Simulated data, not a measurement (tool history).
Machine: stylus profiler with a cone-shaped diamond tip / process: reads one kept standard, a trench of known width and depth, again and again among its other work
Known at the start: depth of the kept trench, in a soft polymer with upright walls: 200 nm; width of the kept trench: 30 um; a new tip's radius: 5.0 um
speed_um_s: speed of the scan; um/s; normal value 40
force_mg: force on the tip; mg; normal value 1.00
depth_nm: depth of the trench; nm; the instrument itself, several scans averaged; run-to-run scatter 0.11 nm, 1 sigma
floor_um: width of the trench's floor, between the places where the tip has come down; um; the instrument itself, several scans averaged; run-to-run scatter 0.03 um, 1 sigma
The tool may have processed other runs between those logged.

Run 1, day 0.000: usual settings. Result: depth_nm 199.45 nm, floor_um 25.89 um.
Run 2, day 0.421: usual settings. Result: depth_nm 199.12 nm, floor_um 25.84 um.
Run 3, day 0.775: usual settings. Result: depth_nm 199.28 nm, floor_um 25.90 um.
Run 4, day 1.250: usual settings. Result: depth_nm 199.38 nm, floor_um 25.91 um.
Run 5, day 1.529: usual settings. Result: depth_nm 199.28 nm, floor_um 25.83 um.
Run 6, day 1.971: usual settings but force_mg 0.38 mg. Result: depth_nm 198.85 nm, floor_um 25.65 um.
Run 7, day 2.500: usual settings but force_mg 1.52 mg. Result: depth_nm 199.55 nm, floor_um 25.94 um.
Run 8, day 3.008: usual settings but speed_um_s 12 um/s, force_mg 1.52 mg. Result: depth_nm 199.37 nm, floor_um 26.13 um.
Run 9, day 3.442: usual settings. Result: depth_nm 199.33 nm, floor_um 25.84 um.
Run 10, day 4.071: usual settings. Result: depth_nm 199.23 nm, floor_um 25.83 um.
Run 11, day 4.542: usual settings. Result: depth_nm 199.14 nm, floor_um 25.82 um.
Run 12, day 5.050: usual settings. Result: depth_nm 199.30 nm, floor_um 25.84 um.
Run 13, day 5.508: usual settings but speed_um_s 31 um/s. Result: depth_nm 199.28 nm, floor_um 25.91 um.
Run 14, day 5.825: usual settings but speed_um_s 31 um/s. Result: depth_nm 199.27 nm, floor_um 25.83 um.
Run 15, day 6.421: usual settings but speed_um_s 31 um/s. Result: depth_nm 199.21 nm, floor_um 25.91 um.
Run 16, day 6.904: usual settings but speed_um_s 31 um/s. Result: depth_nm 199.12 nm, floor_um 25.88 um.
Run 17, day 7.300: usual settings but speed_um_s 31 um/s. Result: depth_nm 199.41 nm, floor_um 25.91 um.
Run 18, day 7.692: usual settings but speed_um_s 31 um/s. Result: depth_nm 199.13 nm, floor_um 25.92 um.
Run 19, day 8.329: usual settings but speed_um_s 31 um/s. Result: depth_nm 199.02 nm, floor_um 25.96 um.
Run 20, day 8.796: usual settings but speed_um_s 31 um/s, force_mg 1.24 mg. Result: depth_nm 199.39 nm, floor_um 25.89 um.
Run 21, day 9.433: usual settings but speed_um_s 31 um/s, force_mg 1.24 mg. Result: depth_nm 199.23 nm, floor_um 25.86 um.
Run 22, day 10.088: usual settings. Result: depth_nm 199.21 nm, floor_um 25.75 um.
Run 23, day 10.454: usual settings but speed_um_s 27 um/s. Result: depth_nm 199.05 nm, floor_um 25.92 um.
At day 10.671: new tip fitted, height scale calibrated.
Run 24, day 10.846: usual settings but speed_um_s 32 um/s, force_mg 1.77 mg. Result: depth_nm 201.39 nm, floor_um 26.98 um.
Run 25, day 11.150: usual settings but speed_um_s 28 um/s, force_mg 0.91 mg. Result: depth_nm 200.90 nm, floor_um 26.94 um.
Run 26, day 11.492: usual settings but speed_um_s 25 um/s. Result: depth_nm 201.11 nm, floor_um 27.06 um.
Run 27, day 11.942: usual settings but speed_um_s 128 um/s, force_mg 0.41 mg. Result: depth_nm 200.50 nm, floor_um 25.46 um.
Run 28, day 12.500: usual settings but speed_um_s 138 um/s, force_mg 0.35 mg. Result: depth_nm 200.38 nm, floor_um 25.21 um.
Run 29, day 13.138: usual settings but speed_um_s 44 um/s, force_mg 0.35 mg. Result: depth_nm 200.53 nm, floor_um 26.63 um.
Run 30, day 13.621: usual settings but speed_um_s 127 um/s, force_mg 0.51 mg. Result: depth_nm 200.68 nm, floor_um 25.63 um.
Run 31, day 14.221: usual settings but speed_um_s 14 um/s, force_mg 0.70 mg. Result: depth_nm 200.85 nm, floor_um 27.03 um.
Run 32, day 14.738: usual settings but speed_um_s 12 um/s, force_mg 1.20 mg. Result: depth_nm 201.11 nm, floor_um 27.09 um.
At day 14.817: height scale calibrated on a step standard.
Run 33, day 15.208: usual settings but speed_um_s 131 um/s, force_mg 0.48 mg. Result: depth_nm 200.47 nm, floor_um 25.57 um.
Run 34, day 15.758: usual settings but speed_um_s 131 um/s, force_mg 0.48 mg. Result: depth_nm 200.38 nm, floor_um 25.59 um.
Run 35, day 16.133: usual settings but speed_um_s 114 um/s, force_mg 2.82 mg. Result: depth_nm 201.93 nm, floor_um 26.58 um.
Run 36, day 16.562: usual settings but speed_um_s 29 um/s, force_mg 0.92 mg. Result: depth_nm 201.00 nm, floor_um 26.93 um.
Run 37, day 16.871: usual settings but force_mg 1.03 mg. Result: depth_nm 200.77 nm, floor_um 26.82 um.
Run 38, day 17.496: usual settings but speed_um_s 25 um/s, force_mg 1.33 mg. Result: depth_nm 201.07 nm, floor_um 26.99 um.
Run 39, day 18.075: usual settings but speed_um_s 16 um/s, force_mg 1.69 mg. Result: depth_nm 201.13 nm, floor_um 27.04 um.
Run 40, day 18.425: usual settings but speed_um_s 77 um/s, force_mg 0.57 mg. Result: depth_nm 200.55 nm, floor_um 26.25 um.
At day 18.575: height scale calibrated on a step standard, once more.
Run 41, day 18.796: usual settings but speed_um_s 112 um/s, force_mg 0.91 mg. Result: depth_nm 200.93 nm, floor_um 26.10 um.
Run 42, day 19.446: usual settings but speed_um_s 112 um/s, force_mg 0.91 mg. Result: depth_nm 201.12 nm, floor_um 26.11 um.
Run 43, day 19.929: usual settings but speed_um_s 112 um/s, force_mg 0.91 mg. Result: depth_nm 200.88 nm, floor_um 26.10 um.

Predict the results of run 44:
Run 44, day 20.525: usual settings but speed_um_s 12 um/s. Result: depth_nm ?, floor_um ?.

{"run 44": {"depth_nm": 201.0, "floor_um": 27.02}}
Had the tool carried no hidden state, the very same run would have given depth_nm 200.96 nm, floor_um 27.10 um.
